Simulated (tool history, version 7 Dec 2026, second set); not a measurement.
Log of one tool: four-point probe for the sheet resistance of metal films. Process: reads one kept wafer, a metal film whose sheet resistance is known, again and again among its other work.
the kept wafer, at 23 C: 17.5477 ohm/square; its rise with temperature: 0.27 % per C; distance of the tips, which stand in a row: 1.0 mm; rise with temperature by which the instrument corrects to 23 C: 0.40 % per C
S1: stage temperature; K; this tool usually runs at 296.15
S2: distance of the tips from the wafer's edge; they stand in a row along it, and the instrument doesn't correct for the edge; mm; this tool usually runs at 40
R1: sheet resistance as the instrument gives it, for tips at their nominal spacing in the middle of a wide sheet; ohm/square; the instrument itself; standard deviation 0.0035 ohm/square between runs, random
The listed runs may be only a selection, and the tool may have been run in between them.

{"run": 1, "hour": 0.0, "S1": 296.15, "S2": 40, "R1": 17.68061}
{"run": 2, "hour": 39.2, "S1": 296.15, "S2": 40, "R1": 17.684874}
{"run": 3, "hour": 82.2, "S1": 296.15, "S2": 40, "R1": 17.68937}
{"run": 4, "hour": 113.5, "S1": 296.15, "S2": 33, "R1": 17.683408}
{"run": 5, "hour": 150.2, "S1": 296.15, "S2": 33, "R1": 17.687449}
{"run": 6, "hour": 179.2, "S1": 296.15, "S2": 33, "R1": 17.686909}
{"run": 7, "hour": 228.5, "S1": 296.15, "S2": 40, "R1": 17.687418}
{"run": 8, "hour": 270.8, "S1": 296.15, "S2": 40, "R1": 17.683369}
{"run": 9, "hour": 294.9, "S1": 296.15, "S2": 40, "R1": 17.69106}
{"run": 10, "hour": 337.9, "S1": 296.15, "S2": 40, "R1": 17.693426}
{"run": 11, "hour": 375.4, "S1": 291.15, "S2": 40, "R1": 17.799841}
{"run": 12, "hour": 404.3, "S1": 296.15, "S2": 47, "R1": 17.686505}
{"run": 13, "hour": 428.8, "S1": 296.15, "S2": 47, "R1": 17.691087}
{"run": 14, "hour": 472.0, "S1": 296.15, "S2": 47, "R1": 17.682648}
{"run": 15, "hour": 521.1, "S1": 296.15, "S2": 47, "R1": 17.685834}
{"run": 16, "hour": 564.5, "S1": 295.15, "S2": 19, "R1": 17.729915}
{"run": 17, "hour": 605.3, "S1": 307.15, "S2": 40, "R1": 17.459458}
{"run": 18, "hour": 629.1, "S1": 299.15, "S2": 14, "R1": 17.664727}
{"run": 19, "hour": 662.9, "S1": 306.15, "S2": 18, "R1": 17.508857}
{"run": 20, "hour": 707.7, "S1": 301.15, "S2": 26, "R1": 17.592312}
{"run": 21, "hour": 757.1, "S1": 301.15, "S2": 26, "R1": 17.595382}
{"run": 22, "hour": 779.9, "S1": 303.15, "S2": 40, "R1": 17.543282}
{"run": 23, "hour": 820.6, "S1": 303.15, "S2": 40, "R1": 17.539805}
{"run": 24, "hour": 869.4, "S1": 303.15, "S2": 40, "R1": 17.543238}
{"run": 25, "hour": 913.3, "S1": 292.15, "S2": 11, "R1": 17.858516}
{"run": 26, "hour": 955.2, "S1": 300.15, "S2": 64, "R1": 17.607252}
{"run": 27, "hour": 982.5, "S1": 300.15, "S2": 64, "R1": 17.609304}
{"run": 28, "hour": 1030.1, "S1": 300.15, "S2": 64, "R1": 17.610963}
{"run": 29, "hour": 1076.5, "S1": 297.15, "S2": 66, "R1": 17.670127}

Each row is a separate what-if for the run after 29, all from the same tool condition, not one after another. Results?
{"run": "A", "hour": 1104.7, "S1": 293.15, "S2": 4, "R1": "?"}
{"run": "B", "hour": 1104.7, "S1": 297.15, "S2": 16, "R1": "?"}
{"run": "C", "hour": 1104.7, "S1": 297.15, "S2": 7, "R1": "?"}
{"run": "D", "hour": 1104.7, "S1": 298.15, "S2": 3, "R1": "?"}
{"run": "E", "hour": 1104.7, "S1": 299.15, "S2": 9, "R1": "?"}

run=A R1=18.338907
run=B R1=17.708493
run=C R1=17.860227
run=D R1=18.638627
run=E R1=17.743381
Without the tool's hidden state the same runs would have given:
run=A R1=18.189239
run=B R1=17.563489
run=C R1=17.714087
run=D R1=18.486708
run=E R1=17.598095
